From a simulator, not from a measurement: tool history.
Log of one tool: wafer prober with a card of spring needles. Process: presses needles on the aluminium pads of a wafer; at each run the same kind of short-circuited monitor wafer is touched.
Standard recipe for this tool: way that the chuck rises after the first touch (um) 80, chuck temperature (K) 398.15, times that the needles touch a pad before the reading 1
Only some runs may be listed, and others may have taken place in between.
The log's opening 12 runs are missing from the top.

run,hour,way that the chuck rises after the first touch (um),chuck temperature (K),times that the needles touch a pad before the reading,resistance of one needle with its contact and lead (mohm),way that a needle slides on the pad (um)
# hour 601.5: tips cleaned on abrasive film
13,621.9,63,398.15,1,173,7.552
# hour 657.1: tips cleaned on abrasive film
14,670.0,80,398.15,1,148,9.589
# hour 714.5: tips cleaned on abrasive film
15,714.5,80,398.15,1,125,9.588
# hour 721.1: height of the first contact set anew
16,760.7,80,398.15,1,174,9.649
# hour 771.2: tips cleaned on abrasive film
17,792.6,95,398.15,1,146,11.438
# hour 829.4: tips cleaned on abrasive film
18,829.4,95,398.15,1,120,11.441
# hour 885.4: tips cleaned on abrasive film
19,885.4,95,322.15,2,110,11.427
20,931.2,84,398.15,2,148,10.101
# hour 945.4: tips cleaned on abrasive film
21,972.5,84,398.15,2,145,10.092
# hour 1004.5: tips cleaned on abrasive film
22,1029.3,84,398.15,2,140,10.087
# hour 1062.9: tips cleaned on abrasive film
23,1100.2,79,346.15,1,165,9.472
# hour 1119.8: tips cleaned on abrasive film
24,1140.3,61,361.15,1,179,7.305
# hour 1177.0: tips cleaned on abrasive film
25,1201.0,75,305.15,1,157,8.980
# hour 1232.5: tips cleaned on abrasive film
# hour 1232.8: height of the first contact set anew
26,1259.7,80,392.15,1,164,9.642
# hour 1292.7: tips cleaned on abrasive film
27,1297.6,80,392.15,1,132,9.636
28,1340.6,62,313.15,2,172,7.464
# hour 1350.6: tips cleaned on abrasive film
29,1376.8,62,313.15,2,156,7.465
# hour 1411.4: tips cleaned on abrasive film
30,1423.4,62,313.15,2,142,7.451
31,1455.5,86,335.15,1,165,10.349

For run 32, what comes out?
# hour 1466.9: tips cleaned on abrasive film
32,1498.3,86,313.15,1,?,?

resistance of one needle with its contact and lead (mohm): 155
way that a needle slides on the pad (um): 10.332
Minus the tool's unlogged condition, the same run would have read resistance of one needle with its contact and lead (mohm) 109, way that a needle slides on the pad (um) 10.364.

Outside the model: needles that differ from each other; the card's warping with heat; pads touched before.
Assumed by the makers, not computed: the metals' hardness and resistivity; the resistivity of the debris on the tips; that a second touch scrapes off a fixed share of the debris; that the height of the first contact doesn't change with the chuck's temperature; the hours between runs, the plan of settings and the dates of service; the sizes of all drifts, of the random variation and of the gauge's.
